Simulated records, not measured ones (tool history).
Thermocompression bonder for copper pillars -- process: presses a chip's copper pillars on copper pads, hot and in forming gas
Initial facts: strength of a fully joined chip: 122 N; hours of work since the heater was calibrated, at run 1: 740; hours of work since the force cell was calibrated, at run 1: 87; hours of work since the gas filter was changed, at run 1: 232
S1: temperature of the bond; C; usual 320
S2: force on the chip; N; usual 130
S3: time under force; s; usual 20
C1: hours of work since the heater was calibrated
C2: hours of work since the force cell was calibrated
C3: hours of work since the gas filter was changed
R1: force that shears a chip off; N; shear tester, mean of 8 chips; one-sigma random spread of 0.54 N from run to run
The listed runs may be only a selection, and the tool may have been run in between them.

run	hour	S1	S2	S3	C1	C2	C3	R1
1	0	320	130	20	740	87	232	81
2	8	320	130	20	744	90	236	80.8
3	15.9	320	130	20	747	94	239	82.1
4	21.3	320	130	20	749	96	241	82.2
5	30.6	320	130	20	753	100	245	81
6	40.4	320	130	20	757	104	249	80.3
7	48.4	320	124	20	761	107	252	77.8
8	57.9	320	124	20	765	111	256	78
9	64	320	124	20	767	114	259	79
10	71.7	320	124	20	770	117	262	79.2
11	77.4	320	130	20	773	119	264	80.4
12	84.6	320	130	20	776	122	267	80.6
13	90.4	320	130	20	778	125	270	80.4
14	97.5	320	130	20	781	128	273	80.7
15	108.6	320	130	20	786	132	277	79.7
16	117.7	320	130	20	789	136	281	80
17	122.5	320	86	20	791	138	283	60.5
18	128.1	337	86	20	794	140	286	71.3
19	136.2	337	86	20	797	144	289	69.7
20	142.9	320	130	14	800	147	292	72
21	153.6	320	130	14	804	151	296	72.9
22	164.1	320	130	14	809	155	301	72.8
23	174.4	329	82	10	813	160	305	50.1
24	181.1	337	92	11	816	163	308	60.7
25	192.3	308	87	11	821	167	312	43.1
26	201.6	334	130	13	824	171	316	79.6
27	210.3	334	123	20	828	175	320	83.3
28	221.6	306	92	43	833	179	325	70.3
29	227.4	325	82	13	835	182	327	52.6
30	233.1	300	177	40	838	184	329	95.8
31	238.4	300	177	40	840	186	332	95.2
32	249	291	130	37	844	191	336	75.1
33	257	291	193	52	848	194	339	97.8
34	262.4	339	117	46	850	196	342	97.8
35	271.7	291	130	21	854	200	345	62.9
36	282.9	291	85	10	858	205	350	33
37	287.8	320	176	17	860	207	352	89.2
38	297.8	338	130	49	865	211	356	101
39	305.3	321	101	35	868	214	359	78.4
40	316.8	317	130	18	872	219	364	75.4

Measured less the same run without the tool's hidden state. The same run-to-run variation is in both; the gauge's scatter may not be:
Unlogged tool condition in this case: true temperature of the bond over the reading, C; force that reaches the chip, % of what is set; oxide that the forming gas leaves, % of the face; drift of the gauge itself on shear_n, %.
run	R1
1	-1.9
2	-1.9
3	-2
4	-2
5	-2.1
6	-2.1
7	-2
8	-2.1
9	-2.2
10	-2.2
11	-2.4
12	-2.5
13	-2.6
14	-2.6
15	-2.6
16	-2.7
17	-1.2
18	-2.1
19	-2.1
20	-2.2
21	-2.3
22	-2.3
23	-0.9
24	-1.8
25	-0.6
26	-3.4
27	-4.1
28	-2.4
29	-1.3
30	-5.6
31	-5.7
32	-2.8
33	-6.3
34	-7
35	-1.8
36	-0.3
37	-5.5
38	-8.1
39	-4.1
40	-3.7

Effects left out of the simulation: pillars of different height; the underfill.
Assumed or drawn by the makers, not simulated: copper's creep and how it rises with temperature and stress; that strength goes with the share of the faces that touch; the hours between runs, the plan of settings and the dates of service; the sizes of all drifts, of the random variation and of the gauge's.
